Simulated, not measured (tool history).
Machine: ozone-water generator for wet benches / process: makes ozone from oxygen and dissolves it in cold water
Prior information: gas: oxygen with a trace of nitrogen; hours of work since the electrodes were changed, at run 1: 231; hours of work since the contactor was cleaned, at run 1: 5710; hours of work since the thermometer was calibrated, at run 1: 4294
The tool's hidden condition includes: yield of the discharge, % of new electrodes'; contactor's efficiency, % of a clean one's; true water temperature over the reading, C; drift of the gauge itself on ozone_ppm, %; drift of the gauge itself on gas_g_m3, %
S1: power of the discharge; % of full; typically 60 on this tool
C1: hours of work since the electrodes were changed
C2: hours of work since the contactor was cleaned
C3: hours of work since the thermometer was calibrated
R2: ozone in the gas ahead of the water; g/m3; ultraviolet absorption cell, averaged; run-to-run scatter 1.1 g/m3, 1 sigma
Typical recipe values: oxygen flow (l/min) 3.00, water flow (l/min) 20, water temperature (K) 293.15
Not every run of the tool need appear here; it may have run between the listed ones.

{"run": 1, "hour": 0.0, "S1": 60, "oxygen flow (l/min)": 3.0, "water flow (l/min)": 20, "water temperature (K)": 293.15, "C1": 231, "C2": 5710, "C3": 4294, "dissolved ozone (ppm)": 10.19, "R2": 198.7}
{"run": 2, "hour": 39.8, "S1": 60, "oxygen flow (l/min)": 3.0, "water flow (l/min)": 20, "water temperature (K)": 293.15, "C1": 256, "C2": 5735, "C3": 4320, "dissolved ozone (ppm)": 10.27, "R2": 199.9}
{"run": 3, "hour": 80.2, "S1": 60, "oxygen flow (l/min)": 3.0, "water flow (l/min)": 20, "water temperature (K)": 293.15, "C1": 281, "C2": 5761, "C3": 4345, "dissolved ozone (ppm)": 10.36, "R2": 200.7}
{"run": 4, "hour": 131.7, "S1": 60, "oxygen flow (l/min)": 3.0, "water flow (l/min)": 20, "water temperature (K)": 293.15, "C1": 314, "C2": 5793, "C3": 4378, "dissolved ozone (ppm)": 10.42, "R2": 197.7}
{"run": 5, "hour": 211.1, "S1": 60, "oxygen flow (l/min)": 3.0, "water flow (l/min)": 20, "water temperature (K)": 294.15, "C1": 364, "C2": 5844, "C3": 4428, "dissolved ozone (ppm)": 10.16, "R2": 198.6}
{"run": 6, "hour": 300.0, "S1": 60, "oxygen flow (l/min)": 3.0, "water flow (l/min)": 20, "water temperature (K)": 294.15, "C1": 421, "C2": 5900, "C3": 4484, "dissolved ozone (ppm)": 10.21, "R2": 198.0}
{"run": 7, "hour": 349.6, "S1": 60, "oxygen flow (l/min)": 3.0, "water flow (l/min)": 14, "water temperature (K)": 294.15, "C1": 452, "C2": 5932, "C3": 4516, "dissolved ozone (ppm)": 13.61, "R2": 198.9}
{"run": 8, "hour": 393.2, "S1": 60, "oxygen flow (l/min)": 3.0, "water flow (l/min)": 14, "water temperature (K)": 294.15, "C1": 480, "C2": 5959, "C3": 4543, "dissolved ozone (ppm)": 13.62, "R2": 199.2}
{"run": 9, "hour": 485.5, "S1": 60, "oxygen flow (l/min)": 4.85, "water flow (l/min)": 12, "water temperature (K)": 294.15, "C1": 538, "C2": 6018, "C3": 4602, "dissolved ozone (ppm)": 16.62, "R2": 170.8}
{"run": 10, "hour": 525.2, "S1": 73, "oxygen flow (l/min)": 2.29, "water flow (l/min)": 22, "water temperature (K)": 294.15, "C1": 563, "C2": 6043, "C3": 4627, "dissolved ozone (ppm)": 9.24, "R2": 241.5}
{"run": 11, "hour": 568.3, "S1": 53, "oxygen flow (l/min)": 3.57, "water flow (l/min)": 16, "water temperature (K)": 288.15, "C1": 591, "C2": 6070, "C3": 4654, "dissolved ozone (ppm)": 12.9, "R2": 176.9}
{"run": 12, "hour": 640.3, "S1": 53, "oxygen flow (l/min)": 3.71, "water flow (l/min)": 16, "water temperature (K)": 288.15, "C1": 636, "C2": 6116, "C3": 4700, "dissolved ozone (ppm)": 13.15, "R2": 173.1}
{"run": 13, "hour": 714.2, "S1": 54, "oxygen flow (l/min)": 1.63, "water flow (l/min)": 30, "water temperature (K)": 292.15, "C1": 683, "C2": 6162, "C3": 4747, "dissolved ozone (ppm)": 4.84, "R2": 224.7}

Forecast each of these 4 alternatives for the next run:
{"run": "A", "hour": 759.2, "S1": 43, "oxygen flow (l/min)": 1.63, "water flow (l/min)": 19, "water temperature (K)": 292.15, "C1": 711, "C2": 6191, "C3": 4775, "dissolved ozone (ppm)": "?", "R2": "?"}
{"run": "B", "hour": 759.2, "S1": 48, "oxygen flow (l/min)": 3.0, "water flow (l/min)": 20, "water temperature (K)": 288.15, "C1": 711, "C2": 6191, "C3": 4775, "dissolved ozone (ppm)": "?", "R2": "?"}
{"run": "C", "hour": 759.2, "S1": 60, "oxygen flow (l/min)": 3.65, "water flow (l/min)": 19, "water temperature (K)": 299.15, "C1": 711, "C2": 6191, "C3": 4775, "dissolved ozone (ppm)": "?", "R2": "?"}
{"run": "D", "hour": 759.2, "S1": 54, "oxygen flow (l/min)": 1.63, "water flow (l/min)": 15, "water temperature (K)": 288.15, "C1": 711, "C2": 6191, "C3": 4775, "dissolved ozone (ppm)": "?", "R2": "?"}

run=A dissolved_ozone_(ppm)=7.05 R2=200.9
run=B dissolved_ozone_(ppm)=9.45 R2=175.1
run=C dissolved_ozone_(ppm)=10.49 R2=189.3
run=D dissolved_ozone_(ppm)=10.26 R2=226.0
With no hidden state in the tool, these same runs would have given:
run=A dissolved_ozone_(ppm)=7.59 R2=201.8
run=B dissolved_ozone_(ppm)=10.20 R2=175.9
run=C dissolved_ozone_(ppm)=11.35 R2=190.3
run=D dissolved_ozone_(ppm)=11.05 R2=227.1

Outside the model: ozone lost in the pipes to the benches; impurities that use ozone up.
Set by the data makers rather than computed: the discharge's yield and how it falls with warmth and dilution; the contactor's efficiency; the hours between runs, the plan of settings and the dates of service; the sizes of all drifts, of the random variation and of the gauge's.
